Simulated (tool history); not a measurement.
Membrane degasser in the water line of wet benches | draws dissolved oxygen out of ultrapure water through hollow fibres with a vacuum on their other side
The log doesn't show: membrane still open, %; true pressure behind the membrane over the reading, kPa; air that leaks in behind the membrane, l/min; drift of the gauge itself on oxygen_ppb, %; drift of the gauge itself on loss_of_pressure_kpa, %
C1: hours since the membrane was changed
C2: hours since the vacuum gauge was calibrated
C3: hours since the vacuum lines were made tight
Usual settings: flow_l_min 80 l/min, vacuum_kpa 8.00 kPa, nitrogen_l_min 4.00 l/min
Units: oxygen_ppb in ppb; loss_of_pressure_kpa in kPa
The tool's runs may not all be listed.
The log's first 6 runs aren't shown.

run 7 hour=204.4 | flow_l_min=80 vacuum_kpa=5.72 nitrogen_l_min=4.00 | C1=284 C2=1088 C3=4878 | oxygen_ppb=128.9 loss_of_pressure_kpa=34.88
run 8 hour=242.2 | flow_l_min=80 vacuum_kpa=5.72 nitrogen_l_min=4.00 | C1=322 C2=1126 C3=4916 | oxygen_ppb=128.8 loss_of_pressure_kpa=34.84
run 9 hour=286.4 | flow_l_min=80 vacuum_kpa=5.72 nitrogen_l_min=4.00 | C1=366 C2=1170 C3=4960 | oxygen_ppb=129.3 loss_of_pressure_kpa=34.79
run 10 hour=329.6 | flow_l_min=80 vacuum_kpa=5.72 nitrogen_l_min=4.00 | C1=410 C2=1213 C3=5003 | oxygen_ppb=128.7 loss_of_pressure_kpa=34.70
run 11 hour=354.9 | flow_l_min=80 vacuum_kpa=5.72 nitrogen_l_min=4.00 | C1=435 C2=1238 C3=5028 | oxygen_ppb=131.0 loss_of_pressure_kpa=34.92
run 12 hour=402.6 | flow_l_min=80 vacuum_kpa=8.00 nitrogen_l_min=4.00 | C1=483 C2=1286 C3=5076 | oxygen_ppb=226.9 loss_of_pressure_kpa=34.65
run 13 hour=442.4 | flow_l_min=80 vacuum_kpa=8.00 nitrogen_l_min=4.00 | C1=523 C2=1326 C3=5116 | oxygen_ppb=228.1 loss_of_pressure_kpa=35.10
run 14 hour=464.0 | flow_l_min=80 vacuum_kpa=8.00 nitrogen_l_min=4.00 | C1=544 C2=1348 C3=5137 | oxygen_ppb=229.6 loss_of_pressure_kpa=34.71
run 15 hour=501.3 | flow_l_min=48 vacuum_kpa=8.00 nitrogen_l_min=4.00 | C1=581 C2=1385 C3=5175 | oxygen_ppb=137.5 loss_of_pressure_kpa=20.97
run 16 hour=527.4 | flow_l_min=48 vacuum_kpa=8.00 nitrogen_l_min=4.00 | C1=607 C2=1411 C3=5201 | oxygen_ppb=139.5 loss_of_pressure_kpa=20.95
run 17 hour=559.6 | flow_l_min=80 vacuum_kpa=8.00 nitrogen_l_min=1.92 | C1=640 C2=1443 C3=5233 | oxygen_ppb=406.0 loss_of_pressure_kpa=34.71
run 18 hour=607.5 | flow_l_min=80 vacuum_kpa=8.00 nitrogen_l_min=1.92 | C1=688 C2=1491 C3=5281 | oxygen_ppb=406.6 loss_of_pressure_kpa=34.70
run 19 hour=638.4 | flow_l_min=80 vacuum_kpa=8.00 nitrogen_l_min=1.92 | C1=718 C2=1522 C3=5312 | oxygen_ppb=407.8 loss_of_pressure_kpa=34.80
run 20 hour=674.6 | flow_l_min=51 vacuum_kpa=13.37 nitrogen_l_min=2.39 | C1=755 C2=1558 C3=5348 | oxygen_ppb=469.9 loss_of_pressure_kpa=22.09
run 21 hour=715.3 | flow_l_min=51 vacuum_kpa=13.37 nitrogen_l_min=2.39 | C1=795 C2=1599 C3=5389 | oxygen_ppb=464.7 loss_of_pressure_kpa=22.27
run 22 hour=735.7 | flow_l_min=63 vacuum_kpa=9.92 nitrogen_l_min=4.00 | C1=816 C2=1619 C3=5409 | oxygen_ppb=247.3 loss_of_pressure_kpa=27.47
run 23 hour=776.3 | flow_l_min=63 vacuum_kpa=9.92 nitrogen_l_min=4.00 | C1=856 C2=1660 C3=5450 | oxygen_ppb=244.7 loss_of_pressure_kpa=27.27
run 24 hour=800.7 | flow_l_min=72 vacuum_kpa=9.92 nitrogen_l_min=3.73 | C1=881 C2=1684 C3=5474 | oxygen_ppb=297.4 loss_of_pressure_kpa=31.36
run 25 hour=828.5 | flow_l_min=72 vacuum_kpa=9.92 nitrogen_l_min=3.73 | C1=909 C2=1712 C3=5502 | oxygen_ppb=297.6 loss_of_pressure_kpa=31.68
run 26 hour=876.8 | flow_l_min=72 vacuum_kpa=9.92 nitrogen_l_min=3.73 | C1=957 C2=1760 C3=5550 | oxygen_ppb=299.1 loss_of_pressure_kpa=31.08
run 27 hour=920.0 | flow_l_min=72 vacuum_kpa=9.92 nitrogen_l_min=3.73 | C1=1000 C2=1804 C3=5593 | oxygen_ppb=298.0 loss_of_pressure_kpa=31.55
run 28 hour=957.9 | flow_l_min=72 vacuum_kpa=9.92 nitrogen_l_min=3.73 | C1=1038 C2=1841 C3=5631 | oxygen_ppb=295.0 loss_of_pressure_kpa=31.23
run 29 hour=983.9 | flow_l_min=72 vacuum_kpa=9.92 nitrogen_l_min=3.73 | C1=1064 C2=1868 C3=5657 | oxygen_ppb=298.0 loss_of_pressure_kpa=31.71
run 30 hour=1020.9 | flow_l_min=80 vacuum_kpa=17.95 nitrogen_l_min=6.86 | C1=1101 C2=1904 C3=5694 | oxygen_ppb=407.1 loss_of_pressure_kpa=34.85
-- hour=1045.4 seals of the vacuum lines changed
run 31 hour=1059.1 | flow_l_min=80 vacuum_kpa=17.95 nitrogen_l_min=6.86 | C1=1137 C2=1941 C3=14 | oxygen_ppb=402.2 loss_of_pressure_kpa=34.82

Forecast each of these 4 alternatives for the next run:
run A hour=1084.0 | flow_l_min=126 vacuum_kpa=17.95 nitrogen_l_min=8.37 | C1=1162 C2=1966 C3=39 | oxygen_ppb=? loss_of_pressure_kpa=?
run B hour=1084.0 | flow_l_min=80 vacuum_kpa=7.20 nitrogen_l_min=6.86 | C1=1162 C2=1966 C3=39 | oxygen_ppb=? loss_of_pressure_kpa=?
run C hour=1084.0 | flow_l_min=54 vacuum_kpa=12.38 nitrogen_l_min=6.86 | C1=1162 C2=1966 C3=39 | oxygen_ppb=? loss_of_pressure_kpa=?
run D hour=1084.0 | flow_l_min=80 vacuum_kpa=7.52 nitrogen_l_min=2.39 | C1=1162 C2=1966 C3=39 | oxygen_ppb=? loss_of_pressure_kpa=?

run=A oxygen_ppb=562.0 loss_of_pressure_kpa=54.95
run=B oxygen_ppb=127.4 loss_of_pressure_kpa=34.86
run=C oxygen_ppb=174.2 loss_of_pressure_kpa=23.63
run=D oxygen_ppb=319.3 loss_of_pressure_kpa=35.03
Without the tool's hidden state the same runs would have given:
run=A oxygen_ppb=553.4 loss_of_pressure_kpa=54.50
run=B oxygen_ppb=121.5 loss_of_pressure_kpa=34.58
run=C oxygen_ppb=170.6 loss_of_pressure_kpa=23.44
run=D oxygen_ppb=306.1 loss_of_pressure_kpa=34.75

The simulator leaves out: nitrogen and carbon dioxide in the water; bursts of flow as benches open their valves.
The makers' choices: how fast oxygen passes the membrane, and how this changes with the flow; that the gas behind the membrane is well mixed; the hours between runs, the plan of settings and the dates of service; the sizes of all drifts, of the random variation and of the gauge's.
